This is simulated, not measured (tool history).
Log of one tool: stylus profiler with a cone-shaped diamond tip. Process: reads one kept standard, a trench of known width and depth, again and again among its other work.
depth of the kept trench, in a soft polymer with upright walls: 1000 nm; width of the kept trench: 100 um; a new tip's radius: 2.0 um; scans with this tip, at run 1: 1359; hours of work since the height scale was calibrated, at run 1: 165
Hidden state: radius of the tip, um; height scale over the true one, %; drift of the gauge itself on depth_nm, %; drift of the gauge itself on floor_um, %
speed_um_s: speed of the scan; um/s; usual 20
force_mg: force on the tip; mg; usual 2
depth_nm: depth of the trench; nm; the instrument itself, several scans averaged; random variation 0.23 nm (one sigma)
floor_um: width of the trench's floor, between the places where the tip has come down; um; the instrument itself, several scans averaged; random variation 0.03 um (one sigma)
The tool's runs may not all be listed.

run,day,speed_um_s,force_mg,scans with this tip,hours of work since the height scale was calibrated,depth_nm,floor_um
1,0,20,2,1359,165,1011.2,96.28
2,1.179,20,2,1456,177,1010.68,96.28
3,2.367,6,2,1555,189,1010.76,96.34
4,3.329,6,2,1635,199,1010.76,96.35
5,3.888,6,2.13,1681,204,1011.05,96.33
6,4.95,20,2,1769,215,1011.37,96.27
7,6.096,20,2,1864,227,1010.9,96.28
8,6.883,20,2,1929,235,1011.12,96.25
9,7.904,20,2,2013,245,1011.19,96.23
10,8.767,20,2,2085,254,1011.04,96.2
11,9.442,20,2,2141,260,1010.76,96.28
12,10.471,20,2,2226,271,1010.75,96.18
13,11.383,20,2,2301,280,1011.27,96.27
14,12.542,20,2,2397,292,1010.87,96.25
15,13.279,20,2,2459,299,1010.94,96.22
16,13.95,20,2,2514,306,1011.48,96.21
17,15.058,20,2,2606,317,1011.44,96.24
18,15.621,20,2,2652,323,1011.27,96.16
19,16.329,20,2,2711,330,1011.49,96.15
20,17.283,20,2,2790,340,1011.09,96.24
# day 17.4: height scale calibrated on a step standard
21,18.275,20,2,2871,9,1011.48,96.2
22,19.429,20,2,2966,20,1011.44,96.19
# day 19.875: height scale calibrated on a step standard, once more
23,19.975,20,1.38,3010,1,1008.86,96.15
24,20.942,20,1.38,3090,11,1009.05,96.17
25,21.625,70,3.69,3146,18,1016.36,96.02
26,22.246,5,1.57,3198,24,1009.26,96.27
27,23.333,20,2.08,3288,35,1011.2,96.16
28,24.538,20,2.08,3387,47,1011.4,96.12
29,25.35,42,2.98,3455,55,1014.22,96.05
30,26.4,42,2.98,3542,66,1014.07,96.11
31,26.979,31,0.77,3590,72,1006.22,95.93
32,27.833,72,2,3661,80,1011.27,95.9
33,28.954,72,2,3753,92,1010.53,95.85
34,30.054,8,0.73,3845,103,1005.78,96.15
35,30.896,12,0.85,3914,111,1006.63,96.16
36,31.912,12,0.85,3998,121,1006.72,96.12
37,32.812,69,0.85,4073,130,1006.78,95.65
38,33.325,5,2.3,4115,136,1012.27,96.22
39,34.262,5,2.3,4193,145,1012.73,96.22
40,35.05,5,2,4258,153,1011.33,96.22
41,35.596,5,2.25,4304,158,1012.28,96.21
42,36.683,20,0.97,4394,169,1006.94,96.06
43,37.808,44,2,4487,181,1011.09,95.96
44,38.917,20,4.3,4578,192,1018.26,96.21
45,40.088,6,2.63,4675,204,1013.2,96.2
46,40.833,49,0.92,4737,211,1007.2,95.79

Measured less the same run without the tool's hidden state. The same run-to-run variation is in both; the gauge's scatter may not be:
run,depth_nm,floor_um
1,+0.38,-0.13
2,+0.41,-0.14
3,+0.43,-0.14
4,+0.46,-0.15
5,+0.46,-0.15
6,+0.49,-0.16
7,+0.52,-0.16
8,+0.53,-0.17
9,+0.55,-0.17
10,+0.57,-0.18
11,+0.58,-0.18
12,+0.61,-0.19
13,+0.63,-0.19
14,+0.65,-0.2
15,+0.67,-0.19
16,+0.68,-0.2
17,+0.71,-0.21
18,+0.72,-0.21
19,+0.73,-0.22
20,+0.75,-0.22
21,+1.03,-0.22
22,+1.05,-0.23
23,+0.46,-0.23
24,+0.48,-0.23
25,+0.49,-0.24
26,+0.51,-0.24
27,+0.52,-0.25
28,+0.55,-0.25
29,+0.57,-0.26
30,+0.59,-0.26
31,+0.6,-0.27
32,+0.62,-0.27
33,+0.64,-0.28
34,+0.67,-0.28
35,+0.69,-0.28
36,+0.71,-0.29
37,+0.72,-0.29
38,+0.74,-0.3
39,+0.76,-0.3
40,+0.77,-0.3
41,+0.78,-0.31
42,+0.8,-0.31
43,+0.83,-0.32
44,+0.86,-0.33
45,+0.88,-0.32
46,+0.89,-0.33
